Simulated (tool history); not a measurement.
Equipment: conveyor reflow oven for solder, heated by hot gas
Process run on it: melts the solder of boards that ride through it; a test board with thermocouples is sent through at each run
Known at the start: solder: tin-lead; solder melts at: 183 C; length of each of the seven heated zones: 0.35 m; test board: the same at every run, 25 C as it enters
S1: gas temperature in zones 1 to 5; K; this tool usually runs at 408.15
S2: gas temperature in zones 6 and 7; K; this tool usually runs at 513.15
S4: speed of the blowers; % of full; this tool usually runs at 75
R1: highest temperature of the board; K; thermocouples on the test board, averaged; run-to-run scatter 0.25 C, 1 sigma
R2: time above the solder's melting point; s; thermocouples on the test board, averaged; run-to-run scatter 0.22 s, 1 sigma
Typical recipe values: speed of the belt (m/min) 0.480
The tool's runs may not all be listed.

{"run": 1, "hour": 0.0, "S1": 408.15, "S2": 513.15, "speed of the belt (m/min)": 0.48, "S4": 75, "R1": 498.25, "R2": 71.2}
{"run": 2, "hour": 9.5, "S1": 408.15, "S2": 513.15, "speed of the belt (m/min)": 0.48, "S4": 75, "R1": 498.55, "R2": 70.9}
{"run": 3, "hour": 15.3, "S1": 408.15, "S2": 513.15, "speed of the belt (m/min)": 0.48, "S4": 75, "R1": 498.45, "R2": 71.2}
{"run": 4, "hour": 25.6, "S1": 408.15, "S2": 513.15, "speed of the belt (m/min)": 0.48, "S4": 75, "R1": 498.35, "R2": 71.3}
{"run": 5, "hour": 33.3, "S1": 408.15, "S2": 513.15, "speed of the belt (m/min)": 0.48, "S4": 75, "R1": 498.45, "R2": 70.9}
{"run": 6, "hour": 38.3, "S1": 408.15, "S2": 502.15, "speed of the belt (m/min)": 0.48, "S4": 75, "R1": 488.45, "R2": 63.6}
{"run": 7, "hour": 47.0, "S1": 408.15, "S2": 513.15, "speed of the belt (m/min)": 0.48, "S4": 75, "R1": 498.05, "R2": 71.0}
{"run": 8, "hour": 57.7, "S1": 415.15, "S2": 512.15, "speed of the belt (m/min)": 0.396, "S4": 75, "R1": 503.55, "R2": 94.1}
{"run": 9, "hour": 65.1, "S1": 408.15, "S2": 502.15, "speed of the belt (m/min)": 0.454, "S4": 60, "R1": 486.35, "R2": 64.2}
{"run": 10, "hour": 72.0, "S1": 421.15, "S2": 515.15, "speed of the belt (m/min)": 0.501, "S4": 86, "R1": 502.95, "R2": 76.1}
{"run": 11, "hour": 82.9, "S1": 416.15, "S2": 515.15, "speed of the belt (m/min)": 0.507, "S4": 56, "R1": 493.65, "R2": 66.0}
{"run": 12, "hour": 88.9, "S1": 419.15, "S2": 515.15, "speed of the belt (m/min)": 0.577, "S4": 56, "R1": 489.35, "R2": 54.7}
{"run": 13, "hour": 98.1, "S1": 419.15, "S2": 515.15, "speed of the belt (m/min)": 0.577, "S4": 56, "R1": 489.05, "R2": 54.8}

For each run, the measured value with the value that run would have given without the tool's hidden condition subtracted. The run-to-run variation is shared by both, the gauge scatter possibly not:
Unlogged tool condition in this case: heat that the gas passes to the board, % of a clean oven's; belt's true speed, % of the reading; true gas temperature in zones 6 and 7 over the reading, C; drift of the gauge itself on peak_c, C; drift of the gauge itself on liquid_s, %.
run=1 R1=-0.30 R2=-0.3
run=2 R1=-0.30 R2=-0.4
run=3 R1=-0.30 R2=-0.3
run=4 R1=-0.30 R2=-0.4
run=5 R1=-0.40 R2=-0.5
run=6 R1=-0.20 R2=-0.6
run=7 R1=-0.40 R2=-0.4
run=8 R1=+0.10 R2=+0.0
run=9 R1=-0.20 R2=-0.5
run=10 R1=-0.30 R2=-0.2
run=11 R1=-0.40 R2=-0.4
run=12 R1=-0.60 R2=-0.7
run=13 R1=-0.70 R2=-0.8

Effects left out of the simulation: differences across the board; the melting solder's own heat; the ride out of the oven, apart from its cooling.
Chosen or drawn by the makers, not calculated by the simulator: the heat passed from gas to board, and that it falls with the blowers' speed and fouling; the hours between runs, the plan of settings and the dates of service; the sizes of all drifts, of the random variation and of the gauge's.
